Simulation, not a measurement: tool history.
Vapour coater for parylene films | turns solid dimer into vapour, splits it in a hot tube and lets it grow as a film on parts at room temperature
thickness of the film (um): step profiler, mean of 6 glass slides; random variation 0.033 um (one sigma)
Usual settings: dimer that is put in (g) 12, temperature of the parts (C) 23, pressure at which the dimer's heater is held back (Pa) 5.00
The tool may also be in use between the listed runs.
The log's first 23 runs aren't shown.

run	day	dimer that is put in (g)	temperature of the parts (C)	pressure at which the dimer's heater is held back (Pa)	hours of work since the trap's valve was overhauled	hours of work since the table's thermometer was calibrated	thickness of the film (um)
24	54.662	8	23	5.00	55	916	3.04
25	56.800	6	30	5.00	80	941	1.99
26	59.617	6	26	2.88	113	974	2.38
27	61.179	6	26	2.88	131	992	2.37
28	62.504	16	34	7.08	147	1008	4.24
29	64.233	16	34	7.08	167	1028	4.26
30	65.962	12	32	11.69	187	1049	2.92
31	68.996	12	19	2.58	223	1084	5.43
32	71.404	12	19	2.58	251	1112	5.28
33	73.108	12	19	2.58	271	1132	5.31
# day 75.217: trap's valve overhauled
34	75.838	7	20	5.00	7	1162	2.89
35	78.192	7	20	5.00	35	1190	2.84
36	81.304	7	20	5.00	71	1226	2.84
37	83.196	7	20	5.00	93	1248	2.78
38	85.742	7	20	5.00	123	1278	2.74
# day 86.004: table's thermometer calibrated
39	88.879	6	16	3.17	160	34	2.87
40	91.688	18	27	5.00	192	67	6.04
41	94.679	8	24	5.00	228	102	2.80
42	97.150	8	24	4.93	256	131	2.77
43	99.175	11	19	4.97	280	154	4.21
# day 100.592: trap's valve overhauled
44	102.117	7	26	4.97	18	187	2.57
45	104.962	12	23	2.76	51	220	5.30

Forecast each of these 3 alternatives for the next run:
A	107.517	15	23	5.00	81	250	?
B	107.517	7	23	5.00	81	250	?
C	107.517	12	23	8.98	81	250	?

run	thickness of the film (um)
A	5.71
B	2.70
C	3.98
Without the tool's hidden state the same runs would have given:
run	thickness of the film (um)
A	5.99
B	2.83
C	4.17
